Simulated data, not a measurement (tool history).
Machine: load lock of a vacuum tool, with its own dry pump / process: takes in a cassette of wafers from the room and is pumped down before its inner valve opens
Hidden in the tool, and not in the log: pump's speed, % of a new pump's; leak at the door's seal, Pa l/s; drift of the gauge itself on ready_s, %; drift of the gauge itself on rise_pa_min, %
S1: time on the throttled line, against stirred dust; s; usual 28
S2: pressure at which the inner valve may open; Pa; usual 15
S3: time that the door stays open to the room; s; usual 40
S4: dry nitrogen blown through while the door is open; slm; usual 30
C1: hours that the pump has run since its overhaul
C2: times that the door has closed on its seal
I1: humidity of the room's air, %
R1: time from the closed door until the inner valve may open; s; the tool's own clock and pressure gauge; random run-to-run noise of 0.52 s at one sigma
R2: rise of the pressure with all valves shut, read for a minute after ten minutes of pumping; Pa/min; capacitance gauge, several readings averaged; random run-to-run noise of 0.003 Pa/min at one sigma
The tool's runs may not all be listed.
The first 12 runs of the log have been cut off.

{"run": 13, "day": 155.554, "S1": 26, "S2": 15, "S3": 40, "S4": 30, "C1": 5538, "C2": 17170, "I1": 47.3, "R1": 74.5, "R2": 0.469}
{"run": 14, "day": 171.4, "S1": 26, "S2": 15, "S3": 40, "S4": 30, "C1": 5919, "C2": 18349, "I1": 45, "R1": 75, "R2": 0.53}
{"run": 15, "day": 184.462, "S1": 26, "S2": 15, "S3": 40, "S4": 30, "C1": 6232, "C2": 19321, "I1": 47.5, "R1": 74.8, "R2": 0.594}
{"run": 16, "day": 199.917, "S1": 26, "S2": 15, "S3": 40, "S4": 30, "C1": 6603, "C2": 20471, "I1": 46.3, "R1": 74.7, "R2": 0.649}
{"run": 17, "day": 210.267, "S1": 22, "S2": 15, "S3": 138, "S4": 30, "C1": 6851, "C2": 21241, "I1": 42.6, "R1": 73.1, "R2": 0.713}
{"day": 222.317, "done": "door's seal changed, seat wiped"}
{"run": 18, "day": 228.458, "S1": 22, "S2": 27, "S3": 95, "S4": 30, "C1": 7286, "C2": 457, "I1": 44.3, "R1": 70, "R2": 0.034}
{"run": 19, "day": 237.154, "S1": 16, "S2": 15, "S3": 162, "S4": 8, "C1": 7495, "C2": 1104, "I1": 45.5, "R1": 69.5, "R2": 0.101}
{"run": 20, "day": 249.571, "S1": 44, "S2": 15, "S3": 94, "S4": 30, "C1": 7793, "C2": 2028, "I1": 45.7, "R1": 88.4, "R2": 0.058}
{"run": 21, "day": 262.242, "S1": 44, "S2": 15, "S3": 94, "S4": 30, "C1": 8097, "C2": 2971, "I1": 45.7, "R1": 89.5, "R2": 0.069}
{"run": 22, "day": 275.946, "S1": 44, "S2": 15, "S3": 204, "S4": 30, "C1": 8426, "C2": 3991, "I1": 44.6, "R1": 88.7, "R2": 0.101}
{"run": 23, "day": 291.967, "S1": 28, "S2": 15, "S3": 91, "S4": 20, "C1": 8811, "C2": 5183, "I1": 45.8, "R1": 80, "R2": 0.116}
{"run": 24, "day": 309.675, "S1": 31, "S2": 15, "S3": 175, "S4": 30, "C1": 9236, "C2": 6501, "I1": 46.8, "R1": 80.7, "R2": 0.154}
{"run": 25, "day": 327.838, "S1": 35, "S2": 22, "S3": 205, "S4": 9, "C1": 9672, "C2": 7852, "I1": 41.3, "R1": 81.9, "R2": 0.219}
{"run": 26, "day": 337.088, "S1": 47, "S2": 16, "S3": 169, "S4": 27, "C1": 9894, "C2": 8540, "I1": 41.5, "R1": 92.5, "R2": 0.196}
{"run": 27, "day": 350.183, "S1": 20, "S2": 23, "S3": 227, "S4": 4, "C1": 10208, "C2": 9514, "I1": 47, "R1": 72, "R2": 0.3}
{"run": 28, "day": 364.842, "S1": 20, "S2": 23, "S3": 227, "S4": 4, "C1": 10560, "C2": 10605, "I1": 43.2, "R1": 72.8, "R2": 0.331}
{"run": 29, "day": 373.262, "S1": 28, "S2": 15, "S3": 178, "S4": 30, "C1": 10762, "C2": 11232, "I1": 42.9, "R1": 81.6, "R2": 0.28}
{"run": 30, "day": 387.167, "S1": 28, "S2": 27, "S3": 178, "S4": 30, "C1": 11096, "C2": 12267, "I1": 45.7, "R1": 78, "R2": 0.304}
{"run": 31, "day": 398.217, "S1": 32, "S2": 15, "S3": 49, "S4": 44, "C1": 11361, "C2": 13088, "I1": 46.9, "R1": 84, "R2": 0.318}
{"run": 32, "day": 410.446, "S1": 32, "S2": 15, "S3": 49, "S4": 44, "C1": 11654, "C2": 13999, "I1": 43.8, "R1": 86.5, "R2": 0.352}

Each row is a separate what-if for the run after 32, all from the same tool condition, not one after another. Results?
{"run": "A", "day": 418.875, "S1": 18, "S2": 22, "S3": 27, "S4": 30, "C1": 11857, "C2": 14626, "I1": 42.3, "R1": "?", "R2": "?"}
{"run": "B", "day": 418.875, "S1": 32, "S2": 25, "S3": 49, "S4": 17, "C1": 11857, "C2": 14626, "I1": 42.5, "R1": "?", "R2": "?"}
{"run": "C", "day": 418.875, "S1": 25, "S2": 15, "S3": 49, "S4": 44, "C1": 11857, "C2": 14626, "I1": 45.4, "R1": "?", "R2": "?"}
{"run": "D", "day": 418.875, "S1": 28, "S2": 15, "S3": 40, "S4": 12, "C1": 11857, "C2": 14626, "I1": 41.5, "R1": "?", "R2": "?"}
{"run": "E", "day": 418.875, "S1": 28, "S2": 19, "S3": 40, "S4": 30, "C1": 11857, "C2": 14626, "I1": 47, "R1": "?", "R2": "?"}

run=A R1=73.4 R2=0.363
run=B R1=81.4 R2=0.383
run=C R1=81 R2=0.368
run=D R1=82.7 R2=0.386
run=E R1=81.9 R2=0.377
Without the tool's unlogged condition, the same runs would have read:
run=A R1=61.8 R2=0.014
run=B R1=71.1 R2=0.038
run=C R1=69.4 R2=0.021
run=D R1=71.3 R2=0.032
run=E R1=70.8 R2=0.026
